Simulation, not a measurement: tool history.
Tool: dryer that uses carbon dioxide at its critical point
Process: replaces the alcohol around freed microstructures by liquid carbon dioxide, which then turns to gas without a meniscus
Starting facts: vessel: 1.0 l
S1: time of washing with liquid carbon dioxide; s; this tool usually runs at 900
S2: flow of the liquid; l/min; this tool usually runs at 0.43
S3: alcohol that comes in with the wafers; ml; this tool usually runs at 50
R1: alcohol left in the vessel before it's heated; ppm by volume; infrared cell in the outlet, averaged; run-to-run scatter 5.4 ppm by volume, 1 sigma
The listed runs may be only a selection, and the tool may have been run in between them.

| run | hour | S1 | S2 | S3 | R1 |
|---|---|---|---|---|---|
| 1 | 0 | 900 | 0.43 | 50 | 352 |
| 2 | 29.5 | 900 | 0.43 | 50 | 358 |
| 3 | 72.4 | 900 | 0.317 | 50 | 918 |
| 4 | 108.1 | 900 | 0.327 | 50 | 836 |
| 5 | 140.6 | 780 | 0.43 | 50 | 576 |
| 6 | 166.1 | 720 | 0.43 | 50 | 728 |
| 7 | 193.9 | 720 | 0.43 | 50 | 737 |
| 8 | 219.7 | 900 | 0.43 | 50 | 418 |
| 9 | 262.9 | 900 | 0.311 | 50 | 1078 |
| 10 | 286 | 840 | 0.43 | 50 | 511 |
|  | 291.6 | purifier's bed changed |
| 11 | 321.2 | 840 | 0.43 | 50 | 240 |
| 12 | 365.3 | 840 | 0.43 | 50 | 260 |
| 13 | 405.4 | 840 | 0.43 | 50 | 264 |
| 14 | 431.7 | 840 | 0.43 | 50 | 278 |
| 15 | 467.2 | 900 | 0.43 | 83 | 315 |
| 16 | 491 | 900 | 0.43 | 83 | 332 |
| 17 | 520.5 | 1140 | 0.614 | 35 | 69 |
| 18 | 551.2 | 1140 | 0.614 | 35 | 66 |
| 19 | 576.1 | 900 | 0.43 | 25 | 169 |
| 20 | 613.5 | 900 | 0.43 | 41 | 245 |
| 21 | 641.9 | 780 | 0.728 | 21 | 96 |
| 22 | 670.8 | 780 | 0.462 | 22 | 219 |
| 23 | 717.6 | 1320 | 0.645 | 38 | 115 |
| 24 | 774 | 1320 | 0.645 | 41 | 124 |
| 25 | 803.5 | 1080 | 0.564 | 67 | 138 |
| 26 | 845.2 | 1260 | 0.593 | 50 | 145 |

What if the next run were any one of these 4? Each begins from the tool's condition after run 26:
| A | 871.7 | 840 | 0.32 | 93 | ? |
| B | 871.7 | 1260 | 0.559 | 50 | ? |
| C | 871.7 | 900 | 0.329 | 50 | ? |
| D | 871.7 | 720 | 0.338 | 60 | ? |

| run | R1 |
|---|---|
| A | 2368 |
| B | 147 |
| C | 968 |
| D | 2178 |
With the hidden condition removed and each run's random variation left untouched, the same runs would have given:
| run | R1 |
|---|---|
| A | 1525 |
| B | 0 |
| C | 547 |
| D | 1447 |

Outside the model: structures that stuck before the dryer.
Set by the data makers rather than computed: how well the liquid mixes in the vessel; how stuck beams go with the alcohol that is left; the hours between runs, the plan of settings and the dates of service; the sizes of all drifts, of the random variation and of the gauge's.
